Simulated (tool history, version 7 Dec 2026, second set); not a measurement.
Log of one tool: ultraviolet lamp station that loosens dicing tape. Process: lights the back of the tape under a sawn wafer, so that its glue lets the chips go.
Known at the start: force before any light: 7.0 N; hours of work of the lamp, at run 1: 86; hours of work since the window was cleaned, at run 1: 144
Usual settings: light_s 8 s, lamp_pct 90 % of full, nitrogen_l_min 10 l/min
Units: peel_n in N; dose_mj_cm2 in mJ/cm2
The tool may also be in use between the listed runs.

| run | hour | light_s | lamp_pct | nitrogen_l_min | hours of work of the lamp | hours of work since the window was cleaned | peel_n | dose_mj_cm2 |
|---|---|---|---|---|---|---|---|---|
| 1 | 0 | 8 | 90 | 10 | 86 | 144 | 0.791 | 456 |
| 2 | 7.5 | 8 | 90 | 10 | 91 | 149 | 0.779 | 450 |
| 3 | 19.7 | 8 | 90 | 10 | 99 | 158 | 0.806 | 453 |
| 4 | 30.3 | 8 | 90 | 10 | 106 | 165 | 0.775 | 445 |
| 5 | 37.3 | 8 | 90 | 10 | 111 | 169 | 0.823 | 449 |
| 6 | 49.1 | 8 | 90 | 10 | 118 | 177 | 0.795 | 445 |
| 7 | 56.9 | 8 | 90 | 10 | 124 | 182 | 0.839 | 440 |
| 8 | 62.5 | 5 | 90 | 10 | 127 | 186 | 1.661 | 276 |
| 9 | 74.6 | 5 | 90 | 10 | 136 | 194 | 1.665 | 273 |
| 10 | 84.7 | 5 | 90 | 10 | 142 | 201 | 1.719 | 271 |
| 11 | 96.5 | 8 | 89 | 10 | 150 | 209 | 0.868 | 432 |
| 12 | 103.2 | 8 | 90 | 5 | 155 | 213 | 1.208 | 433 |
| 13 | 112.3 | 8 | 90 | 5 | 161 | 219 | 1.228 | 434 |
| 14 | 118.1 | 8 | 99 | 5 | 165 | 223 | 1.04 | 476 |
| 15 | 126.8 | 8 | 71 | 10 | 170 | 229 | 1.264 | 336 |
| 16 | 139.3 | 8 | 71 | 10 | 179 | 237 | 1.235 | 333 |
| 17 | 146.4 | 8 | 71 | 10 | 183 | 242 | 1.266 | 340 |
| 18 | 152.8 | 8 | 71 | 10 | 188 | 246 | 1.268 | 333 |
| 19 | 161.4 | 8 | 90 | 8 | 194 | 252 | 0.996 | 419 |
| 20 | 171.2 | 8 | 90 | 10 | 200 | 259 | 0.91 | 424 |
| 21 | 177.3 | 8 | 70 | 10 | 204 | 263 | 1.329 | 328 |
| 22 | 185.9 | 4 | 69 | 9 | 210 | 269 | 3.098 | 162 |
| 23 | 192.4 | 4 | 69 | 9 | 214 | 273 | 3.1 | 160 |
| 24 | 203.6 | 16 | 84 | 9 | 222 | 280 | 0.343 | 766 |

The next listed run, before its measurement:
| 25 | 213.8 | 8 | 73 | 4 | 229 | 287 | ? | ? |

{"run 25": {"peel_n": 1.96, "dose_mj_cm2": 332}}
Without the tool's hidden state the same run would have given peel_n 1.499 N, dose_mj_cm2 408 mJ/cm2.
